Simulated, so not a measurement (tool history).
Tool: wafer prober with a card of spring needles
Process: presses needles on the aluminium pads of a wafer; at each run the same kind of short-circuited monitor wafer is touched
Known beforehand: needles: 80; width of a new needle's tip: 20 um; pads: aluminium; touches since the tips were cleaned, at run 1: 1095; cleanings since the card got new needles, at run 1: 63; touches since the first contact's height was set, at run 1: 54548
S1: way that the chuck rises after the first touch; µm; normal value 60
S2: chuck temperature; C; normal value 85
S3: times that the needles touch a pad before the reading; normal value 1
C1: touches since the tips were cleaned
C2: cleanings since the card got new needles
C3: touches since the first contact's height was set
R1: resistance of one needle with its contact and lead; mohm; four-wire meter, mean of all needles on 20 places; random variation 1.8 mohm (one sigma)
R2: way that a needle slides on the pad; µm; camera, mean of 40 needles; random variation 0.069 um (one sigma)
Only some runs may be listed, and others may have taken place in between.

Run 1, hour 0: usual settings; C1 1095; C2 63; C3 54548. Result: R1 299 mohm, R2 13.74 µm.
At hour 2.7: tips cleaned on abrasive film.
At hour 9.3: tips cleaned on abrasive film.
At hour 16: tips cleaned on abrasive film.
At hour 22.6: tips cleaned on abrasive film.
At hour 29.2: tips cleaned on abrasive film.
At hour 35.9: tips cleaned on abrasive film.
At hour 42.5: tips cleaned on abrasive film.
At hour 49.1: tips cleaned on abrasive film.
At hour 55.7: tips cleaned on abrasive film.
At hour 61.1: tips cleaned on abrasive film.
Run 2, hour 63: usual settings; C1 724; C2 73; C3 77226. Result: R1 286 mohm, R2 13.35 µm.
At hour 67.1: tips cleaned on abrasive film.
At hour 73.7: tips cleaned on abrasive film.
At hour 80.3: tips cleaned on abrasive film.
At hour 86.9: tips cleaned on abrasive film.
At hour 93.6: tips cleaned on abrasive film.
At hour 100.2: tips cleaned on abrasive film.
At hour 106.8: tips cleaned on abrasive film.
At hour 113.5: tips cleaned on abrasive film.
At hour 113.8: height of the first contact set anew.
Run 3, hour 117.5: usual settings; C1 1376; C2 81; C3 1376. Result: R1 345 mohm, R2 13.28 µm.
At hour 120.2: tips cleaned on abrasive film.
At hour 126.9: tips cleaned on abrasive film.
At hour 132.2: tips cleaned on abrasive film.
At hour 138.8: tips cleaned on abrasive film.
At hour 144.1: tips cleaned on abrasive film.
At hour 150.8: tips cleaned on abrasive film.
At hour 156.1: tips cleaned on abrasive film.
At hour 162.7: tips cleaned on abrasive film.
At hour 168: tips cleaned on abrasive film.
At hour 174.7: tips cleaned on abrasive film.
At hour 181.3: tips cleaned on abrasive film.
At hour 187.9: tips cleaned on abrasive film.
At hour 194.5: tips cleaned on abrasive film.
Run 4, hour 195.4: usual settings; C1 326; C2 94; C3 29382. Result: R1 245 mohm, R2 12.78 µm.
At hour 200.8: tips cleaned on abrasive film.
At hour 207.4: tips cleaned on abrasive film.
At hour 214: tips cleaned on abrasive film.
At hour 219.3: tips cleaned on abrasive film.
At hour 226: tips cleaned on abrasive film.
At hour 232.6: tips cleaned on abrasive film.
At hour 239.2: tips cleaned on abrasive film.
At hour 245.9: tips cleaned on abrasive film.
At hour 252.5: tips cleaned on abrasive film.
At hour 259.1: tips cleaned on abrasive film.
At hour 265.7: tips cleaned on abrasive film.
At hour 272.4: tips cleaned on abrasive film.
At hour 279: tips cleaned on abrasive film.
Run 5, hour 281.3: usual settings; C1 848; C2 107; C3 60297. Result: R1 329 mohm, R2 12.44 µm.
At hour 285.3: tips cleaned on abrasive film.
At hour 290.7: tips cleaned on abrasive film.
At hour 297.3: tips cleaned on abrasive film.
At hour 302.6: tips cleaned on abrasive film.
At hour 309.2: tips cleaned on abrasive film.
At hour 315.9: tips cleaned on abrasive film.
At hour 321.2: tips cleaned on abrasive film.
At hour 327.8: tips cleaned on abrasive film.
At hour 334.4: tips cleaned on abrasive film.
Run 6, hour 337.9: usual settings but S2 27 C; C1 1259; C2 116; C3 80647. Result: R1 383 mohm, R2 12.24 µm.
At hour 340.6: tips cleaned on abrasive film.
At hour 347.2: tips cleaned on abrasive film.
At hour 353.9: tips cleaned on abrasive film.
At hour 360.5: tips cleaned on abrasive film.
At hour 367.1: tips cleaned on abrasive film.
At hour 373.7: tips cleaned on abrasive film.
At hour 379.3: height of the first contact set anew.
At hour 380.7: tips cleaned on abrasive film.
At hour 387.3: tips cleaned on abrasive film.
At hour 393.9: tips cleaned on abrasive film.
At hour 400.6: tips cleaned on abrasive film.
Run 7, hour 405.2: usual settings but S2 27 C; C1 1709; C2 126; C3 9346. Result: R1 377 mohm, R2 14.15 µm.
At hour 406.6: tips cleaned on abrasive film.
At hour 413.3: tips cleaned on abrasive film.
At hour 419.9: tips cleaned on abrasive film.
At hour 426.5: tips cleaned on abrasive film.
At hour 433.1: tips cleaned on abrasive film.
At hour 439.8: tips cleaned on abrasive film.
At hour 446.4: tips cleaned on abrasive film.
At hour 453: tips cleaned on abrasive film.
At hour 459.7: tips cleaned on abrasive film.
At hour 466.3: tips cleaned on abrasive film.
At hour 472.9: tips cleaned on abrasive film.
At hour 479.5: tips cleaned on abrasive film.
At hour 484.9: tips cleaned on abrasive film.
At hour 490.6: tips cleaned on abrasive film.
Run 8, hour 490.6: usual settings but S2 27 C; C1 0; C2 140; C3 40052. Result: R1 200 mohm, R2 13.85 µm.
At hour 497.3: tips cleaned on abrasive film.
At hour 503.9: tips cleaned on abrasive film.
At hour 510.5: tips cleaned on abrasive film.
At hour 517.1: tips cleaned on abrasive film.
At hour 522.5: tips cleaned on abrasive film.
At hour 529.1: tips cleaned on abrasive film.
At hour 535.7: tips cleaned on abrasive film.
At hour 542.4: tips cleaned on abrasive film.
At hour 549: tips cleaned on abrasive film.
At hour 555.6: tips cleaned on abrasive film.
At hour 562.2: tips cleaned on abrasive film.
At hour 568.9: tips cleaned on abrasive film.
At hour 575.5: tips cleaned on abrasive film.
Run 9, hour 580.2: usual settings; C1 1712; C2 153; C3 72308. Result: R1 392 mohm, R2 13.56 µm.
At hour 581.6: tips cleaned on abrasive film.
At hour 588.2: tips cleaned on abrasive film.
At hour 594.8: tips cleaned on abrasive film.
At hour 601.5: tips cleaned on abrasive film.
At hour 608.1: tips cleaned on abrasive film.
At hour 614.7: tips cleaned on abrasive film.
At hour 621.4: tips cleaned on abrasive film.
At hour 628: tips cleaned on abrasive film.
At hour 633.5: height of the first contact set anew, once more.
At hour 634.9: tips cleaned on abrasive film.
At hour 641.5: tips cleaned on abrasive film.
At hour 646.9: tips cleaned on abrasive film.
At hour 653.5: tips cleaned on abrasive film.
At hour 660.1: tips cleaned on abrasive film.
At hour 666.7: tips cleaned on abrasive film.
At hour 673.4: tips cleaned on abrasive film.
Run 10, hour 674.8: usual settings; C1 529; C2 168; C3 14847. Result: R1 264 mohm, R2 14.26 µm.
At hour 678.8: tips cleaned on abrasive film.
At hour 685.5: tips cleaned on abrasive film.
At hour 692.1: tips cleaned on abrasive film.
At hour 698.7: tips cleaned on abrasive film.
At hour 705.3: tips cleaned on abrasive film.
At hour 712: tips cleaned on abrasive film.
At hour 717.3: tips cleaned on abrasive film.
At hour 723.9: tips cleaned on abrasive film.
At hour 730.6: tips cleaned on abrasive film.
At hour 737.2: tips cleaned on abrasive film.
At hour 743.8: tips cleaned on abrasive film.
At hour 750.4: tips cleaned on abrasive film.
At hour 755.8: tips cleaned on abrasive film.
At hour 762.4: tips cleaned on abrasive film.
Run 11, hour 767: usual settings but S2 100 C; C1 1674; C2 182; C3 48017. Result: R1 396 mohm, R2 13.67 µm.
At hour 768.4: tips cleaned on abrasive film.
At hour 775: tips cleaned on abrasive film.
At hour 781.6: tips cleaned on abrasive film.
At hour 787: tips cleaned on abrasive film.
At hour 793.6: tips cleaned on abrasive film.
At hour 800.2: tips cleaned on abrasive film.
At hour 806.8: tips cleaned on abrasive film.
Run 12, hour 811.8: usual settings but S1 68 µm, S2 100 C, S3 2; C1 1807; C2 189; C3 64141. Result: R1 303 mohm, R2 15.51 µm.
At hour 813.2: tips cleaned on abrasive film.
At hour 818.5: tips cleaned on abrasive film.
At hour 825.1: tips cleaned on abrasive film.
At hour 831.8: tips cleaned on abrasive film.
At hour 838.4: tips cleaned on abrasive film.
At hour 843.7: tips cleaned on abrasive film.
At hour 850.3: tips cleaned on abrasive film.
Run 13, hour 854.9: usual settings but S2 99 C, S3 2; C1 1668; C2 196; C3 79649. Result: R1 331 mohm, R2 13.43 µm.
At hour 856.3: tips cleaned on abrasive film.
At hour 862.9: tips cleaned on abrasive film.
At hour 869.6: tips cleaned on abrasive film.
At hour 876.2: tips cleaned on abrasive film.
At hour 882.8: tips cleaned on abrasive film.
At hour 889.5: tips cleaned on abrasive film.
At hour 896.1: tips cleaned on abrasive film.
At hour 899: height of the first contact set anew.
At hour 903: tips cleaned on abrasive film.
Run 14, hour 907.9: usual settings but S2 99 C, S3 2; C1 1787; C2 204; C3 3219. Result: R1 319 mohm, R2 14.29 µm.
At hour 909.3: tips cleaned on abrasive film.
At hour 915.9: tips cleaned on abrasive film.
At hour 922.6: tips cleaned on abrasive film.
At hour 929.2: tips cleaned on abrasive film.
At hour 935.8: tips cleaned on abrasive film.
At hour 942.4: tips cleaned on abrasive film.
At hour 949.1: tips cleaned on abrasive film.
At hour 955.6: tips cleaned on abrasive film.
Run 15, hour 955.6: usual settings but S1 43 µm, S2 117 C; C1 0; C2 212; C3 20359. Result: R1 259 mohm, R2 10.03 µm.
At hour 962.2: tips cleaned on abrasive film.
At hour 967.5: tips cleaned on abrasive film.
At hour 974.2: tips cleaned on abrasive film.
At hour 980.8: tips cleaned on abrasive film.
At hour 987.4: tips cleaned on abrasive film.
At hour 994.1: tips cleaned on abrasive film.
At hour 1000.7: tips cleaned on abrasive film.
At hour 1007.3: tips cleaned on abrasive film.
Run 16, hour 1010.1: usual settings but S1 79 µm, S2 46 C, S3 2; C1 1024; C2 220; C3 39996. Result: R1 235 mohm, R2 18.44 µm.
At hour 1012.8: tips cleaned on abrasive film.
At hour 1019.4: tips cleaned on abrasive film.
At hour 1024.8: tips cleaned on abrasive film.
At hour 1031.4: tips cleaned on abrasive film.
At hour 1038: tips cleaned on abrasive film.
At hour 1044.7: tips cleaned on abrasive film.
At hour 1050: tips cleaned on abrasive film.
At hour 1056.6: tips cleaned on abrasive film.
At hour 1063.2: tips cleaned on abrasive film.
At hour 1068.6: tips cleaned on abrasive film.
At hour 1075.2: tips cleaned on abrasive film.
Run 17, hour 1076.8: usual settings but S1 79 µm, S2 46 C; C1 601; C2 231; C3 63980. Result: R1 249 mohm, R2 18.18 µm.

3 ways to go on from here, each from the tool as it stands after run 17. What would each give?
At hour 1080.8: tips cleaned on abrasive film.
At hour 1086.2: tips cleaned on abrasive film.
At hour 1092.8: tips cleaned on abrasive film.
At hour 1099.4: tips cleaned on abrasive film.
At hour 1106: tips cleaned on abrasive film.
At hour 1111.4: tips cleaned on abrasive film.
At hour 1118: tips cleaned on abrasive film.
At hour 1124.6: tips cleaned on abrasive film.
At hour 1130: tips cleaned on abrasive film.
Run A, hour 1131.3: usual settings but S1 56 µm, S2 29 C; C1 478; C2 240; C3 83549. Result: R1 ?, R2 ?.
At hour 1080.8: tips cleaned on abrasive film.
At hour 1086.2: tips cleaned on abrasive film.
At hour 1092.8: tips cleaned on abrasive film.
At hour 1099.4: tips cleaned on abrasive film.
At hour 1106: tips cleaned on abrasive film.
At hour 1111.4: tips cleaned on abrasive film.
At hour 1118: tips cleaned on abrasive film.
At hour 1124.6: tips cleaned on abrasive film.
At hour 1130: tips cleaned on abrasive film.
Run B, hour 1131.3: usual settings but S1 75 µm, S2 31 C; C1 478; C2 240; C3 83549. Result: R1 ?, R2 ?.
At hour 1080.8: tips cleaned on abrasive film.
At hour 1086.2: tips cleaned on abrasive film.
At hour 1092.8: tips cleaned on abrasive film.
At hour 1099.4: tips cleaned on abrasive film.
At hour 1106: tips cleaned on abrasive film.
At hour 1111.4: tips cleaned on abrasive film.
At hour 1118: tips cleaned on abrasive film.
At hour 1124.6: tips cleaned on abrasive film.
At hour 1130: tips cleaned on abrasive film.
Run C, hour 1131.3: usual settings but S1 50 µm, S2 64 C, S3 2; C1 478; C2 240; C3 83549. Result: R1 ?, R2 ?.

run   R1     R2
  A  326  12.31
  B  261   16.8
  C  297  10.97
With the hidden condition removed and each run's random variation left untouched, the same runs would have given:
run   R1     R2
  A  178  13.26
  B  178  17.74
  C  186  11.91
